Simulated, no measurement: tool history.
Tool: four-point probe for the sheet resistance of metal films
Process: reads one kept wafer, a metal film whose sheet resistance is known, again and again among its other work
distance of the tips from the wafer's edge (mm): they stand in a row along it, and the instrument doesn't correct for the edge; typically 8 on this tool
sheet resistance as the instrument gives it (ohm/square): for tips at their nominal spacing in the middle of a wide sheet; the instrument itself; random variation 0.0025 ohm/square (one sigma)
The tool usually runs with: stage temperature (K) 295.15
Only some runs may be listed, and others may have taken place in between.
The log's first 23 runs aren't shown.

run	hour	stage temperature (K)	distance of the tips from the wafer's edge (mm)	sheet resistance as the instrument gives it (ohm/square)
24	1241.1	308.15	3	12.494546
25	1278.3	303.15	16	12.249975
26	1312.8	296.15	16	12.298433
27	1381.7	295.15	3	12.586892
28	1454.1	295.15	3	12.58636
29	1496.4	292.15	14	12.337156
30	1533.3	297.15	4	12.447992
31	1567.6	306.15	4	12.381877
32	1598	306.15	13	12.235105
33	1642.6	292.15	10	12.343701
34	1701.8	292.15	4	12.483309
35	1758.5	295.15	5	12.406505
36	1805.3	296.15	8	12.33237
37	1854.3	300.15	33	12.263112
38	1916.7	291.15	8	12.371214
39	1976.5	291.15	8	12.369125
40	2046.3	291.15	8	12.376283
41	2104.7	303.15	7	12.301118
42	2173.5	308.15	6	12.290609
43	2244	293.15	29	12.320167
44	2303.1	302.15	40	12.252317

Predict each of these 5 candidate next runs independently; none follows another, all start after run 44:
A	2372.4	305.15	40	?
B	2372.4	295.15	31	?
C	2372.4	295.15	40	?
D	2372.4	304.15	33	?
E	2372.4	295.15	40	?

run	sheet resistance as the instrument gives it (ohm/square)
A	12.236744
B	12.306734
C	12.304943
D	12.243778
E	12.305866
Take away the tool's hidden state, keep each run's random variation, and the runs would have read:
run	sheet resistance as the instrument gives it (ohm/square)
A	12.179414
B	12.249481
C	12.247696
D	12.186455
E	12.248615
